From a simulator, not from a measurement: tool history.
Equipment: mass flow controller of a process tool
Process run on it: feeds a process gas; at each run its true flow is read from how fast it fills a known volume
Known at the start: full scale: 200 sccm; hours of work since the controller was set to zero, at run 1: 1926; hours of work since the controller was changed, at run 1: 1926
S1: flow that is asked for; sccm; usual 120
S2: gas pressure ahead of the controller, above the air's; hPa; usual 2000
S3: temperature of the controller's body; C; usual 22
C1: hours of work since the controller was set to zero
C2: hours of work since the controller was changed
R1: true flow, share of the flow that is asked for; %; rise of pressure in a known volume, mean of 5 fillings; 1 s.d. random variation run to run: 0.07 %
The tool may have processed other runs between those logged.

run	hour	S1	S2	S3	C1	C2	R1
1	0	120	2000	22	1926	1926	99.19
2	42.3	120	2000	22	1956	1956	99.17
3	118.9	120	2000	22	2010	2010	99.32
4	165.1	120	2000	22	2043	2043	99.15
5	202.8	120	2000	22	2070	2070	99.31
6	249.7	120	2000	22	2103	2103	99.25
7	335.3	61	2000	22	2164	2164	98.81
8	395.9	61	2000	22	2207	2207	98.88
9	471.6	120	2000	22	2260	2260	99.47
10	556.1	20	1490	34	2320	2320	99.34
11	611.9	20	2030	34	2360	2360	99.15
12	692	30	2000	33	2417	2417	99.34
13	733.8	39	1730	37	2446	2446	99.83
14	772.1	26	2150	25	2474	2474	98.94
15	809.6	20	2000	30	2500	2500	99.25
16	881.8	20	2000	30	2551	2551	99.09
17	929.5	90	1880	27	2585	2585	99.69
18	977.4	90	1880	27	2619	2619	99.55

5 ways to go on from here, each from the tool as it stands after run 18. What would each give?
A	1049.1	88	1880	34	2670	2670	?
B	1049.1	50	1880	27	2670	2670	?
C	1049.1	58	2630	26	2670	2670	?
D	1049.1	132	1550	27	2670	2670	?
E	1049.1	90	1580	27	2670	2670	?

run	R1
A	100
B	99.42
C	99.26
D	100.16
E	99.81
Take away the tool's hidden state, keep each run's random variation, and the runs would have read:
run	R1
A	99.48
B	98.9
C	98.74
D	99.64
E	99.3

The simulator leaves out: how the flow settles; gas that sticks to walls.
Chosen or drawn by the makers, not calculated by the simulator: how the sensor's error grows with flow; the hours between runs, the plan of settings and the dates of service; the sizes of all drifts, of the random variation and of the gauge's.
